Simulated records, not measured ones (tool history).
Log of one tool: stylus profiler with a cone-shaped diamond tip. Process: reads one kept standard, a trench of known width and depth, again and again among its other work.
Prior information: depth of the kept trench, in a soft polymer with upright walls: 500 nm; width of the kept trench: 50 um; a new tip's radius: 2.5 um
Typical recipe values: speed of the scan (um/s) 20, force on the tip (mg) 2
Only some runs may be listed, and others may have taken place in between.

run	day	speed of the scan (um/s)	force on the tip (mg)	depth of the trench (angstrom)	width of the trench's floor (nm)
1	0	20	2	5049.4	46650
2	0.567	20	3.27	5067.5	46670
3	0.954	20	3.27	5066.7	46750
4	1.4	20	3.27	5067.5	46660
5	2.062	20	3.27	5066.7	46660
6	2.521	20	3.27	5068.7	46640
7	3	20	3.27	5069.2	46670
8	3.521	20	3.27	5065.7	46600
9	3.892	20	3.27	5065.2	46670
10	4.379	20	2	5048.4	46590
11	4.862	20	2	5052.9	46580
12	5.504	69	2	5051.5	46390
13	6.008	69	2	5050.8	46370
14	6.5	16	2	5049.9	46580
15	7.125	16	2	5050.7	46620
16	7.767	16	2	5052.4	46640
17	8.067	16	2	5050.1	46660
18	8.371	16	1.2	5034.6	46610
19	8.654	16	1.2	5036.9	46580
20	9.15	40	1.93	5049.2	46430
21	9.667	59	3.57	5072.5	46420
22	10.192	59	3.57	5073.4	46370
23	10.533	31	2.72	5059.8	46500
24	11.146	22	0.98	5032.7	46520
25	11.546	22	0.98	5034.8	46490
26	12.025	9	1.08	5034.4	46510
27	12.55	9	1.08	5035.2	46640
28	13.096	9	2.15	5052.7	46580
29	13.658	17	3.4	5072.9	46560
30	13.967	17	3.4	5071.7	46570

What does the tool deliver on the next run?
31	14.621	16	1.16	?	?

{"run 31": {"depth of the trench (angstrom)": 5037.4, "width of the trench's floor (nm)": 46530}}
The same run, on a tool lacking any hidden state, would have yielded depth of the trench (angstrom) 5033.4, width of the trench's floor (nm) 46910.

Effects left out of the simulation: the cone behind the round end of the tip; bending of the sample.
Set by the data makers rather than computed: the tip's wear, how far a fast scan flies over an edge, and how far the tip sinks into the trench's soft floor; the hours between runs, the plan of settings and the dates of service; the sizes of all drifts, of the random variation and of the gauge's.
